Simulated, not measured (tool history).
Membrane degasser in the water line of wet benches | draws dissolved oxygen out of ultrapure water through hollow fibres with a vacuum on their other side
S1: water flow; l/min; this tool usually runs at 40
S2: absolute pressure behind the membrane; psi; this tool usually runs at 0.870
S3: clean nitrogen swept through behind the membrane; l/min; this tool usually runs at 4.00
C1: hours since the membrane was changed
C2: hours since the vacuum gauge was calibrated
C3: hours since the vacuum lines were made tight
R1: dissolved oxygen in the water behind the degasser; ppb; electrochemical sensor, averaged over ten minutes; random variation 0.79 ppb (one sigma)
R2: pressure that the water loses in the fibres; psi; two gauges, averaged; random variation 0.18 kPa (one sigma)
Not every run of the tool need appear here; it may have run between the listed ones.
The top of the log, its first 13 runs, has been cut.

run 14 hour=1056.7 | S1=40 S2=1.988 S3=4.00 | C1=1838 C2=3357 C3=7919 | R1=250.7 R2=5.158
run 15 hour=1153.7 | S1=40 S2=1.988 S3=4.00 | C1=1935 C2=3454 C3=8016 | R1=244.7 R2=5.111
run 16 hour=1204.8 | S1=40 S2=1.988 S3=4.00 | C1=1986 C2=3505 C3=8067 | R1=246.0 R2=5.134
run 17 hour=1280.0 | S1=40 S2=0.870 S3=8.21 | C1=2062 C2=3580 C3=8142 | R1=39.9 R2=5.113
run 18 hour=1378.8 | S1=57 S2=0.875 S3=4.00 | C1=2160 C2=3679 C3=8241 | R1=106.3 R2=7.303
run 19 hour=1448.0 | S1=30 S2=0.870 S3=2.62 | C1=2230 C2=3748 C3=8310 | R1=77.0 R2=3.857
run 20 hour=1493.7 | S1=28 S2=0.760 S3=9.39 | C1=2275 C2=3794 C3=8356 | R1=17.9 R2=3.571
run 21 hour=1547.4 | S1=29 S2=0.631 S3=3.04 | C1=2329 C2=3848 C3=8409 | R1=28.9 R2=3.723
run 22 hour=1594.0 | S1=29 S2=0.631 S3=3.04 | C1=2376 C2=3894 C3=8456 | R1=29.6 R2=3.672
run 23 hour=1670.0 | S1=25 S2=1.140 S3=3.04 | C1=2452 C2=3970 C3=8532 | R1=93.5 R2=3.210
run 24 hour=1745.9 | S1=28 S2=1.140 S3=3.04 | C1=2528 C2=4046 C3=8608 | R1=103.1 R2=3.556

Run 25 is up next; what results do you expect?
run 25 hour=1798.0 | S1=38 S2=0.951 S3=10.98 | C1=2580 C2=4098 C3=8660 | R1=? R2=?

Run 25 gave R1 34.2 ppb, R2 4.805 psi.
With no hidden state in the tool, this same run would have given R1 34.2 ppb, R2 4.891 psi.

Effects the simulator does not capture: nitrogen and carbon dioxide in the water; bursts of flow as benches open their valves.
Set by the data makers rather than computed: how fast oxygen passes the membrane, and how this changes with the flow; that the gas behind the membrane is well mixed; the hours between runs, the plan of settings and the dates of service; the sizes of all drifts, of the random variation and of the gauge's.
